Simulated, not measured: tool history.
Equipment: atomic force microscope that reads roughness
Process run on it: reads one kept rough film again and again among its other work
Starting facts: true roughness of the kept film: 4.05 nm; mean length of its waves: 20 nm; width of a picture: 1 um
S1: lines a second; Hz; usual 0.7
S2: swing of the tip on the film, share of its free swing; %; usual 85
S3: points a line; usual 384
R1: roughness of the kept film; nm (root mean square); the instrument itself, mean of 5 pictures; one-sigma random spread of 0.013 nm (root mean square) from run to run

run,hour,S1,S2,S3,R1
1,0,0.7,85,384,2.261
2,16.6,0.7,85,384,2.114
# hour 34: new tip fitted
3,39.9,0.7,85,384,2.897
4,50.6,2.004,85,384,2.554
5,66.8,0.7,85,384,2.55
6,87.2,0.7,85,384,2.298
7,108.1,0.7,85,384,2.101
# hour 110.8: new tip fitted
8,121.8,0.611,85,384,2.843
9,132.1,0.611,85,384,2.683
10,149,0.7,85,384,2.452
11,171.3,0.7,85,384,2.202
# hour 174.2: height scale calibrated on a step standard
12,185.2,0.7,85,384,2.071
# hour 187.9: new tip fitted
13,201.7,0.7,85,384,2.717
14,225.4,0.7,85,384,2.443
15,236.5,0.7,85,384,2.309
16,253.5,0.7,85,384,2.145
# hour 263.6: new tip fitted
17,271.9,0.7,85,384,2.873
# hour 287: height scale calibrated on a step standard, once more
18,292.2,0.7,85,384,2.553
19,303.2,0.556,57,508,2.523
20,326.4,0.7,69,793,2.2
# hour 340.1: new tip fitted
21,346.9,0.7,82,653,2.882
22,371.2,2.416,80,548,2.367
23,392.6,2.416,80,548,2.119
# hour 415.3: new tip fitted
24,415.9,2.416,80,548,2.751
25,435.2,0.922,69,384,2.632

3 ways to go on from here, each from the tool as it stands after run 25. What would each give?
A,453.8,3.552,74,384,?
B,453.8,0.7,90,384,?
C,453.8,0.922,69,729,?

run,R1
A,2.218
B,2.34
C,2.438
Had the tool no hidden state, the same runs would have come out as:
run,R1
A,2.807
B,2.961
C,3.084

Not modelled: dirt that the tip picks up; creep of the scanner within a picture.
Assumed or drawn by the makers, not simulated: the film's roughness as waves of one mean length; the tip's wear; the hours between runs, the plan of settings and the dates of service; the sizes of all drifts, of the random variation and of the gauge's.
